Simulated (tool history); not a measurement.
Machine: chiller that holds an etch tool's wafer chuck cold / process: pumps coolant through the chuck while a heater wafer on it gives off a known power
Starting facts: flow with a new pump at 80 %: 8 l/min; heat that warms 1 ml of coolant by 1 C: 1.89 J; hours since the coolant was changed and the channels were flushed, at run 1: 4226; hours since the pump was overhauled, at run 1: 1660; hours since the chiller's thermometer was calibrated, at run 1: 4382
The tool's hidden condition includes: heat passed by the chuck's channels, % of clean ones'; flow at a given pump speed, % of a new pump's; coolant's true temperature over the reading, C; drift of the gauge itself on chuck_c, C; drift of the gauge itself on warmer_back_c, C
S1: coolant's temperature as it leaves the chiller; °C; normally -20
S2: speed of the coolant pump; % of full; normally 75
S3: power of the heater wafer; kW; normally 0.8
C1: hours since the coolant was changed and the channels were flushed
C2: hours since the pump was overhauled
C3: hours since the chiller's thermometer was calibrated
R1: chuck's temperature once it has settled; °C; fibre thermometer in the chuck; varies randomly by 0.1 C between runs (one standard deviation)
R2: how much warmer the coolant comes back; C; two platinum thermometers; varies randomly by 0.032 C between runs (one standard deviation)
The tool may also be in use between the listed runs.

{"run": 1, "hour": 0.0, "S1": -20, "S2": 75, "S3": 0.8, "C1": 4226, "C2": 1660, "C3": 4382, "R1": -9, "R2": 3.51}
{"run": 2, "hour": 128.2, "S1": -20, "S2": 75, "S3": 0.8, "C1": 4354, "C2": 1788, "C3": 4510, "R1": -8.9, "R2": 3.52}
{"run": 3, "hour": 192.5, "S1": -20, "S2": 75, "S3": 0.8, "C1": 4419, "C2": 1853, "C3": 4574, "R1": -9, "R2": 3.48}
{"run": 4, "hour": 265.4, "S1": -20, "S2": 75, "S3": 0.8, "C1": 4492, "C2": 1926, "C3": 4647, "R1": -8.8, "R2": 3.54}
{"run": 5, "hour": 413.4, "S1": -20, "S2": 75, "S3": 0.8, "C1": 4640, "C2": 2074, "C3": 4795, "R1": -8.9, "R2": 3.62}
{"run": 6, "hour": 501.0, "S1": -20, "S2": 75, "S3": 0.8, "C1": 4727, "C2": 2161, "C3": 4883, "R1": -8.8, "R2": 3.63}
{"run": 7, "hour": 574.4, "S1": -20, "S2": 75, "S3": 0.8, "C1": 4801, "C2": 2235, "C3": 4956, "R1": -8.6, "R2": 3.54}
{"run": 8, "hour": 722.6, "S1": -20, "S2": 75, "S3": 1.058, "C1": 4949, "C2": 2383, "C3": 5104, "R1": -5.4, "R2": 4.72}
{"run": 9, "hour": 855.9, "S1": -20, "S2": 61, "S3": 1.058, "C1": 5082, "C2": 2516, "C3": 5238, "R1": -2.5, "R2": 5.94}
{"run": 10, "hour": 964.6, "S1": -20, "S2": 61, "S3": 1.058, "C1": 5191, "C2": 2625, "C3": 5346, "R1": -2.4, "R2": 6.04}
{"run": 11, "hour": 1062.7, "S1": -20, "S2": 63, "S3": 0.8, "C1": 5289, "C2": 2723, "C3": 5444, "R1": -6.6, "R2": 4.35}
{"run": 12, "hour": 1128.2, "S1": -20, "S2": 75, "S3": 0.8, "C1": 5354, "C2": 2788, "C3": 5510, "R1": -8.5, "R2": 3.58}
{"run": 13, "hour": 1199.6, "S1": -20, "S2": 62, "S3": 1.103, "C1": 5426, "C2": 2860, "C3": 5581, "R1": -1.5, "R2": 6.12}
{"hour": 1317.7, "done": "chiller's thermometer calibrated"}
{"run": 14, "hour": 1321.7, "S1": -15, "S2": 85, "S3": 0.856, "C1": 5547, "C2": 2981, "C3": 4, "R1": -4.8, "R2": 3.36}
{"hour": 1338.8, "done": "coolant pump overhauled"}
{"run": 15, "hour": 1410.5, "S1": -15, "S2": 85, "S3": 0.856, "C1": 5631, "C2": 72, "C3": 88, "R1": -4.3, "R2": 3.59}
{"run": 16, "hour": 1525.0, "S1": -15, "S2": 85, "S3": 0.856, "C1": 5745, "C2": 186, "C3": 202, "R1": -4.1, "R2": 3.61}
{"run": 17, "hour": 1612.7, "S1": -13, "S2": 97, "S3": 0.987, "C1": 5833, "C2": 274, "C3": 290, "R1": -2, "R2": 3.62}
{"hour": 1736.2, "done": "coolant changed, channels flushed"}
{"run": 18, "hour": 1748.8, "S1": -13, "S2": 97, "S3": 0.987, "C1": 13, "C2": 404, "C3": 420, "R1": -3.1, "R2": 3.63}
{"run": 19, "hour": 1896.3, "S1": -29, "S2": 79, "S3": 0.896, "C1": 160, "C2": 552, "C3": 568, "R1": -18.1, "R2": 4.09}
{"run": 20, "hour": 2042.7, "S1": -29, "S2": 73, "S3": 0.431, "C1": 307, "C2": 698, "C3": 714, "R1": -23.5, "R2": 2.16}
{"run": 21, "hour": 2161.2, "S1": -29, "S2": 73, "S3": 0.431, "C1": 425, "C2": 816, "C3": 833, "R1": -23.4, "R2": 2.21}
{"hour": 2226.3, "done": "coolant pump overhauled, once more"}
{"run": 22, "hour": 2237.4, "S1": -30, "S2": 75, "S3": 0.519, "C1": 496, "C2": 11, "C3": 904, "R1": -23.9, "R2": 2.18}
{"run": 23, "hour": 2377.1, "S1": -29, "S2": 74, "S3": 0.753, "C1": 636, "C2": 151, "C3": 1043, "R1": -20.2, "R2": 3.22}
{"run": 24, "hour": 2490.7, "S1": -20, "S2": 68, "S3": 0.944, "C1": 750, "C2": 264, "C3": 1157, "R1": -7.8, "R2": 4.52}

Hidden state or all else? Some run-to-run changes of R1, split into what the settings, what came in and random variation would give without the hidden state, and what is left for the hidden state (with any gauge scatter that isn't in both results):
Run 13 -> 14: S1 -20 -> -15, S2 62 -> 85, S3 1.103 -> 0.856, chiller's thermometer calibrated. R1 -3.3 °C: hidden state -2.1, all else -1.2.
Run 17 -> 18: coolant changed, channels flushed. R1 -1.1 °C: hidden state -1.2, all else +0.1.
Run 18 -> 19: S1 -13 -> -29, S2 97 -> 79, S3 0.987 -> 0.896. R1 -15 °C: hidden state +0.1, all else -15.1.
Run 23 -> 24: S1 -29 -> -20, S2 74 -> 68, S3 0.753 -> 0.944. R1 +12.4 °C: hidden state +0.1, all else +12.3.

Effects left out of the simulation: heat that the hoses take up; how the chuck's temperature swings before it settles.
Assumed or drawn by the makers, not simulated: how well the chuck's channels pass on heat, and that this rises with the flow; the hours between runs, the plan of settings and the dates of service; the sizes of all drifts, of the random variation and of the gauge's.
